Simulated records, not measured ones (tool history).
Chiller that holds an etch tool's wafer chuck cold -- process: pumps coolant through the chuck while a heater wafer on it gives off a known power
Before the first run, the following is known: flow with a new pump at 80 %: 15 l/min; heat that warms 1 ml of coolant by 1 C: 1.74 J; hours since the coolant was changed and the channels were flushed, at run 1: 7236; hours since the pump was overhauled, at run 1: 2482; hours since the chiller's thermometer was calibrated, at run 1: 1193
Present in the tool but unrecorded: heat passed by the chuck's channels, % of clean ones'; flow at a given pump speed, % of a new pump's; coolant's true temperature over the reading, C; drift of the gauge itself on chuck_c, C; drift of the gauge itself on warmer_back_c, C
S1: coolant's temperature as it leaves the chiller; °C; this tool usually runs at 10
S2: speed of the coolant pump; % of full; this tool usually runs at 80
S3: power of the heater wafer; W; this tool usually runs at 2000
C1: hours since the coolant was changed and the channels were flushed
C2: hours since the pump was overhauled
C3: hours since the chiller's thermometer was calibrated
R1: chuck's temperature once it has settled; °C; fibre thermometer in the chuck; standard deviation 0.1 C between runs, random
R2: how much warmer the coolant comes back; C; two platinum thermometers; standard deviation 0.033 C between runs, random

{"run": 1, "hour": 0.0, "S1": 10, "S2": 80, "S3": 2000, "C1": 7236, "C2": 2482, "C3": 1193, "R1": 24.6, "R2": 4.59}
{"run": 2, "hour": 77.8, "S1": 10, "S2": 80, "S3": 2000, "C1": 7314, "C2": 2560, "C3": 1271, "R1": 24.7, "R2": 4.6}
{"run": 3, "hour": 124.1, "S1": 10, "S2": 80, "S3": 2000, "C1": 7360, "C2": 2606, "C3": 1317, "R1": 24.9, "R2": 4.7}
{"run": 4, "hour": 173.1, "S1": 10, "S2": 74, "S3": 2000, "C1": 7409, "C2": 2655, "C3": 1366, "R1": 25.6, "R2": 5.05}
{"run": 5, "hour": 253.2, "S1": 10, "S2": 74, "S3": 2000, "C1": 7490, "C2": 2735, "C3": 1446, "R1": 25.7, "R2": 5.09}
{"run": 6, "hour": 311.9, "S1": 10, "S2": 74, "S3": 2000, "C1": 7548, "C2": 2794, "C3": 1505, "R1": 25.6, "R2": 5.05}
{"run": 7, "hour": 395.8, "S1": 10, "S2": 74, "S3": 2000, "C1": 7632, "C2": 2878, "C3": 1589, "R1": 25.3, "R2": 5.1}
{"run": 8, "hour": 435.1, "S1": 10, "S2": 74, "S3": 2000, "C1": 7671, "C2": 2917, "C3": 1628, "R1": 25.4, "R2": 5.13}
{"run": 9, "hour": 517.2, "S1": 10, "S2": 80, "S3": 1261, "C1": 7753, "C2": 2999, "C3": 1710, "R1": 19.3, "R2": 2.98}
{"run": 10, "hour": 587.7, "S1": 11, "S2": 80, "S3": 2000, "C1": 7824, "C2": 3069, "C3": 1781, "R1": 25.8, "R2": 4.78}
{"run": 11, "hour": 659.2, "S1": 11, "S2": 80, "S3": 2000, "C1": 7896, "C2": 3141, "C3": 1852, "R1": 25.8, "R2": 4.74}
{"run": 12, "hour": 731.2, "S1": 10, "S2": 80, "S3": 2000, "C1": 7967, "C2": 3213, "C3": 1924, "R1": 24.7, "R2": 4.75}
{"run": 13, "hour": 773.4, "S1": 10, "S2": 80, "S3": 2000, "C1": 8010, "C2": 3255, "C3": 1966, "R1": 24.6, "R2": 4.76}
{"run": 14, "hour": 832.6, "S1": 10, "S2": 80, "S3": 2588, "C1": 8069, "C2": 3314, "C3": 2026, "R1": 29.0, "R2": 6.15}
{"run": 15, "hour": 914.6, "S1": 10, "S2": 80, "S3": 2588, "C1": 8151, "C2": 3396, "C3": 2108, "R1": 29.1, "R2": 6.11}
{"run": 16, "hour": 960.8, "S1": 10, "S2": 80, "S3": 2000, "C1": 8197, "C2": 3443, "C3": 2154, "R1": 24.9, "R2": 4.85}
{"run": 17, "hour": 1016.0, "S1": 10, "S2": 80, "S3": 2000, "C1": 8252, "C2": 3498, "C3": 2209, "R1": 24.9, "R2": 4.89}
{"run": 18, "hour": 1082.0, "S1": 3, "S2": 61, "S3": 2000, "C1": 8318, "C2": 3564, "C3": 2275, "R1": 20.6, "R2": 6.44}
{"run": 19, "hour": 1125.4, "S1": 3, "S2": 61, "S3": 2000, "C1": 8362, "C2": 3607, "C3": 2318, "R1": 20.7, "R2": 6.39}
{"hour": 1194.1, "done": "chiller's thermometer calibrated"}
{"run": 20, "hour": 1209.6, "S1": 3, "S2": 61, "S3": 2000, "C1": 8445, "C2": 3690, "C3": 16, "R1": 20.9, "R2": 6.44}
{"run": 21, "hour": 1283.9, "S1": 15, "S2": 92, "S3": 1598, "C1": 8519, "C2": 3765, "C3": 90, "R1": 25.6, "R2": 3.45}
{"run": 22, "hour": 1339.2, "S1": 1, "S2": 65, "S3": 2380, "C1": 8574, "C2": 3820, "C3": 145, "R1": 21.2, "R2": 7.17}
{"run": 23, "hour": 1413.4, "S1": 14, "S2": 77, "S3": 2380, "C1": 8649, "C2": 3894, "C3": 219, "R1": 32.0, "R2": 6.0}
{"run": 24, "hour": 1490.8, "S1": 13, "S2": 80, "S3": 2212, "C1": 8726, "C2": 3972, "C3": 297, "R1": 29.3, "R2": 5.42}
{"run": 25, "hour": 1560.3, "S1": 10, "S2": 95, "S3": 1098, "C1": 8796, "C2": 4041, "C3": 366, "R1": 17.3, "R2": 2.49}
{"run": 26, "hour": 1599.9, "S1": 10, "S2": 95, "S3": 1098, "C1": 8835, "C2": 4081, "C3": 406, "R1": 17.2, "R2": 2.5}
{"run": 27, "hour": 1636.3, "S1": 10, "S2": 95, "S3": 1098, "C1": 8872, "C2": 4117, "C3": 442, "R1": 17.2, "R2": 2.45}
{"run": 28, "hour": 1715.8, "S1": 14, "S2": 60, "S3": 2000, "C1": 8951, "C2": 4197, "C3": 522, "R1": 32.0, "R2": 6.68}
{"run": 29, "hour": 1791.2, "S1": 10, "S2": 68, "S3": 2396, "C1": 9027, "C2": 4272, "C3": 597, "R1": 29.6, "R2": 7.05}
{"run": 30, "hour": 1836.3, "S1": 2, "S2": 68, "S3": 2307, "C1": 9072, "C2": 4317, "C3": 642, "R1": 21.2, "R2": 6.79}
{"hour": 1857.3, "done": "gauge calibrated"}
{"run": 31, "hour": 1917.0, "S1": 16, "S2": 68, "S3": 1106, "C1": 9152, "C2": 4398, "C3": 723, "R1": 25.2, "R2": 2.99}

Each row is a separate what-if for the run after 31, all from the same tool condition, not one after another. Results?
{"run": "A", "hour": 1956.6, "S1": 10, "S2": 80, "S3": 1390, "C1": 9192, "C2": 4437, "C3": 763, "R1": "?", "R2": "?"}
{"run": "B", "hour": 1956.6, "S1": 7, "S2": 68, "S3": 1864, "C1": 9192, "C2": 4437, "C3": 763, "R1": "?", "R2": "?"}
{"run": "C", "hour": 1956.6, "S1": 4, "S2": 68, "S3": 1106, "C1": 9192, "C2": 4437, "C3": 763, "R1": "?", "R2": "?"}
{"run": "D", "hour": 1956.6, "S1": 16, "S2": 72, "S3": 1106, "C1": 9192, "C2": 4437, "C3": 763, "R1": "?", "R2": "?"}

run=A R1=20.3 R2=3.24
run=B R1=22.5 R2=5.13
run=C R1=13.1 R2=3.05
run=D R1=24.7 R2=2.87
With no hidden state in the tool, these same runs would have given:
run=A R1=20.3 R2=3.21
run=B R1=22.5 R2=5.10
run=C R1=13.1 R2=3.03
run=D R1=24.7 R2=2.85

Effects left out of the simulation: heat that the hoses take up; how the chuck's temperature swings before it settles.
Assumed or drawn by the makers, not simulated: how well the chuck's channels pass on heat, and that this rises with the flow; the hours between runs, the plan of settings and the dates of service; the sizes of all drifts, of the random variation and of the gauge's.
